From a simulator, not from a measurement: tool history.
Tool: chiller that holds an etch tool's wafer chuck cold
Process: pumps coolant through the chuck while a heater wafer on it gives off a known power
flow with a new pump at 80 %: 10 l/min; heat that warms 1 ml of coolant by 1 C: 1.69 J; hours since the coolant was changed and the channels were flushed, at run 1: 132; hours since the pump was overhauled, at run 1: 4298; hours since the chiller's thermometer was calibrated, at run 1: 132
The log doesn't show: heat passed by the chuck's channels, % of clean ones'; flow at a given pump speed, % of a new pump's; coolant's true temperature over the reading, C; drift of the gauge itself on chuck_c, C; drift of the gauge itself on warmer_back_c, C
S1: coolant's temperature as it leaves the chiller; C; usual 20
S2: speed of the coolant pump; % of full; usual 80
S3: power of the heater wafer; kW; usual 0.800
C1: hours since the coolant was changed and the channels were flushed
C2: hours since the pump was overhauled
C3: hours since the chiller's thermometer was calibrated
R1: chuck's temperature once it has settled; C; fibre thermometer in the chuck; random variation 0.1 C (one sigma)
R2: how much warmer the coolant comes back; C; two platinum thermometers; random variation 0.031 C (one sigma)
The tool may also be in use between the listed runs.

run 1 hour=0.0 | S1=20 S2=80 S3=0.800 | C1=132 C2=4298 C3=132 | R1=27.9 R2=2.84
run 2 hour=73.0 | S1=20 S2=80 S3=0.800 | C1=205 C2=4371 C3=205 | R1=28.0 R2=2.77
run 3 hour=169.8 | S1=20 S2=80 S3=0.800 | C1=302 C2=4468 C3=302 | R1=28.1 R2=2.76
run 4 hour=218.2 | S1=16 S2=80 S3=0.800 | C1=350 C2=4516 C3=350 | R1=23.9 R2=2.76
run 5 hour=310.5 | S1=16 S2=80 S3=0.800 | C1=442 C2=4609 C3=442 | R1=24.0 R2=2.70
run 6 hour=386.0 | S1=20 S2=80 S3=0.800 | C1=518 C2=4684 C3=518 | R1=27.8 R2=2.72
run 7 hour=453.3 | S1=20 S2=80 S3=0.800 | C1=585 C2=4751 C3=585 | R1=28.1 R2=2.66
run 8 hour=537.9 | S1=20 S2=80 S3=0.800 | C1=670 C2=4836 C3=670 | R1=28.0 R2=2.71
run 9 hour=589.9 | S1=20 S2=80 S3=0.800 | C1=722 C2=4888 C3=722 | R1=28.1 R2=2.71
run 10 hour=682.8 | S1=20 S2=80 S3=0.800 | C1=815 C2=4981 C3=815 | R1=27.9 R2=2.58
run 11 hour=782.8 | S1=20 S2=82 S3=0.800 | C1=915 C2=5081 C3=915 | R1=27.8 R2=2.51
run 12 hour=864.8 | S1=20 S2=82 S3=0.800 | C1=997 C2=5163 C3=997 | R1=27.7 R2=2.48
run 13 hour=919.3 | S1=20 S2=82 S3=0.800 | C1=1051 C2=5218 C3=1051 | R1=27.9 R2=2.48
run 14 hour=982.3 | S1=20 S2=83 S3=0.800 | C1=1114 C2=5280 C3=1114 | R1=27.9 R2=2.38
-- hour=1031.4 gauge calibrated
run 15 hour=1071.6 | S1=20 S2=92 S3=0.593 | C1=1203 C2=5370 C3=1203 | R1=25.1 R2=1.82
run 16 hour=1143.8 | S1=20 S2=69 S3=0.800 | C1=1276 C2=5442 C3=1276 | R1=29.0 R2=3.25
run 17 hour=1220.4 | S1=20 S2=62 S3=0.648 | C1=1352 C2=5519 C3=1352 | R1=28.0 R2=2.89
run 18 hour=1306.8 | S1=20 S2=62 S3=0.648 | C1=1439 C2=5605 C3=1439 | R1=27.7 R2=2.81
run 19 hour=1394.9 | S1=18 S2=62 S3=0.648 | C1=1527 C2=5693 C3=1527 | R1=26.1 R2=2.90
run 20 hour=1492.0 | S1=18 S2=62 S3=0.648 | C1=1624 C2=5790 C3=1624 | R1=25.8 R2=2.80
run 21 hour=1544.9 | S1=18 S2=62 S3=0.648 | C1=1677 C2=5843 C3=1677 | R1=26.0 R2=2.81
run 22 hour=1621.4 | S1=12 S2=72 S3=0.447 | C1=1753 C2=5920 C3=1753 | R1=17.0 R2=1.58
run 23 hour=1673.3 | S1=12 S2=72 S3=0.447 | C1=1805 C2=5971 C3=1805 | R1=16.6 R2=1.58
run 24 hour=1747.4 | S1=11 S2=80 S3=1.140 | C1=1879 C2=6046 C3=1879 | R1=22.3 R2=3.76
run 25 hour=1808.1 | S1=11 S2=80 S3=1.140 | C1=1940 C2=6106 C3=1940 | R1=22.3 R2=3.86
-- hour=1866.1 coolant pump overhauled
run 26 hour=1902.7 | S1=20 S2=84 S3=1.140 | C1=2030 C2=37 C3=2030 | R1=31.0 R2=3.57
run 27 hour=1988.6 | S1=25 S2=80 S3=0.800 | C1=2115 C2=122 C3=2115 | R1=33.0 R2=2.47

Run 28 comes next. What will it give?
run 28 hour=2039.2 | S1=25 S2=80 S3=0.800 | C1=2166 C2=173 C3=2166 | R1=? R2=?

R1: 32.7 C
R2: 2.49 C
Without the tool's hidden state the same run would have given R1 32.7 C, R2 2.82 C.
